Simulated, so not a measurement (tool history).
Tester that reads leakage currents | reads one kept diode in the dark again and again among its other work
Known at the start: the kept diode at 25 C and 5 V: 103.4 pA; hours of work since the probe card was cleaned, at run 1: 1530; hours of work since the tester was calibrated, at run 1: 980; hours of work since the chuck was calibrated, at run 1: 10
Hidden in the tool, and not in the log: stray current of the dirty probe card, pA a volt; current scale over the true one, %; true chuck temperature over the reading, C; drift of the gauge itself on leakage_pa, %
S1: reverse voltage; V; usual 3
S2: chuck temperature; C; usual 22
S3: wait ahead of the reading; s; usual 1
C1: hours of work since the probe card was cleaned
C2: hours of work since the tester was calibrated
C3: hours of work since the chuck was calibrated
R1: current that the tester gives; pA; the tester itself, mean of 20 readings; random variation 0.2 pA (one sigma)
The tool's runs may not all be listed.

run     day     S1  S2    S3    C1    C2   C3      R1
  1       0      3  22     1  1530   980   10    68.7
  2   1.525      3  22     1  1548   998   28    69.2
  3   2.817      3  22     1  1563  1013   43   69.05
  4   4.125      3  22     1  1578  1029   58   68.88
  5   5.346      3  22  2.35  1593  1043   73    68.7
  6   7.233    2.5  22     1  1615  1065   95   63.27
  7   8.475    2.5  22     1  1630  1080  109   63.07
  8   9.808      3  22  3.73  1645  1096  125    68.3
  9  11.442  13.28  22     1  1665  1115  144  142.47
 10  12.942      3  26     1  1682  1132  162   92.06
 11  15.292      3  26     1  1710  1160  190   92.34
 12  16.646      3  26     1  1726  1176  206   92.23
 13  18.742      3  26     1  1751  1201  230   92.39
 14  20.917   4.71  26     1  1776  1226  256  113.76
 15  22.921      3  22     1  1800  1250  280   68.07
 16  24.812      3  22     1  1822  1272  302   68.65
 17  27.058      3  22     1  1849  1299  328   68.33
 18  28.225      3  22     1  1862  1313  342   68.37
 19  29.488      3  20  1.62  1877  1327  357   58.86
 20  31.625    3.4  39     1  1902  1353  382  247.32
 21  34.033   5.51  35  6.03  1931  1381  411  230.91
 22  36.279   5.51  35  6.03  1957  1407  437  230.08
 23  37.788   2.51  35   2.2  1975  1425  455  161.29
 24  39.688   14.4  49  0.71  1997  1448  477  926.22
 25  42.046   1.34  23     1  2025  1475  505   49.93
 26  43.638   1.34  22     1  2044  1494  524   46.48
 27  44.679   1.02  22     1  2056  1506  536   40.78
 28  46.721   8.04  50  8.52  2080  1530  560  756.42
 29  49.121   1.41  28  0.59  2109  1559  588   74.31
 30  50.783   1.41  28  0.59  2128  1578  608    74.1
 31  52.267   1.41  28  0.59  2146  1596  625   74.47
 32  53.788   1.41  28  0.39  2164  1614  643   74.49
 33  55.288   1.41  28  0.39  2181  1631  661   74.43

Forecast each of these 3 alternatives for the next run:
  A  56.638   1.41  26  2.14  2197  1647  677   ?
  B  56.638  13.42  27  0.39  2197  1647  677   ?
  C  56.638      3  22  3.57  2197  1647  677   ?

run      R1
  A    63.4
  B  204.85
  C   67.51
Without the tool's hidden state the same runs would have given:
run      R1
  A   64.04
  B  191.55
  C   65.69
